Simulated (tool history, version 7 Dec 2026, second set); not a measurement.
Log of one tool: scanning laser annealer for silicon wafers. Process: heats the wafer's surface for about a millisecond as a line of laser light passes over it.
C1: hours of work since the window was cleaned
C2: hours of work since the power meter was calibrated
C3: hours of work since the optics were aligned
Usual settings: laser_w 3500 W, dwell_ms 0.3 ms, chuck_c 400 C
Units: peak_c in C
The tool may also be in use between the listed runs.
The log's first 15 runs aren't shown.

run 16 hour=152.8 | laser_w=3325 dwell_ms=0.3 chuck_c=383 | C1=93 C2=176 C3=781 | peak_c=1061
run 17 hour=162.5 | laser_w=3317 dwell_ms=0.3 chuck_c=400 | C1=97 C2=180 C3=785 | peak_c=1074
run 18 hour=170.1 | laser_w=3317 dwell_ms=0.3 chuck_c=400 | C1=100 C2=183 C3=788 | peak_c=1076
run 19 hour=183.7 | laser_w=3317 dwell_ms=0.3 chuck_c=400 | C1=105 C2=188 C3=794 | peak_c=1073
run 20 hour=197.5 | laser_w=3830 dwell_ms=0.3 chuck_c=400 | C1=111 C2=194 C3=800 | peak_c=1174
-- hour=200.2 window over the wafer cleaned
run 21 hour=214.3 | laser_w=3778 dwell_ms=0.3 chuck_c=424 | C1=6 C2=200 C3=806 | peak_c=1193
run 22 hour=226.5 | laser_w=3778 dwell_ms=0.329 chuck_c=440 | C1=11 C2=205 C3=811 | peak_c=1238
-- hour=234.2 window over the wafer cleaned, once more
run 23 hour=240.5 | laser_w=3778 dwell_ms=0.329 chuck_c=440 | C1=3 C2=210 C3=815 | peak_c=1240
run 24 hour=254.9 | laser_w=3778 dwell_ms=0.329 chuck_c=440 | C1=8 C2=216 C3=821 | peak_c=1242
run 25 hour=264 | laser_w=3778 dwell_ms=0.329 chuck_c=440 | C1=12 C2=219 C3=825 | peak_c=1243
run 26 hour=278.1 | laser_w=3838 dwell_ms=0.3 chuck_c=400 | C1=18 C2=225 C3=831 | peak_c=1178
-- hour=284.4 optics aligned, line set to its width
run 27 hour=294.9 | laser_w=3052 dwell_ms=0.229 chuck_c=373 | C1=23 C2=230 C3=4 | peak_c=928
run 28 hour=301.1 | laser_w=3052 dwell_ms=0.229 chuck_c=373 | C1=25 C2=233 C3=7 | peak_c=928

Run 29 comes next. What will it give?
run 29 hour=313.6 | laser_w=3052 dwell_ms=0.282 chuck_c=374 | C1=30 C2=238 C3=12 | peak_c=?

{"run 29": {"peak_c": 992}}
Without the tool's hidden state the same run would have given peak_c 993 C.
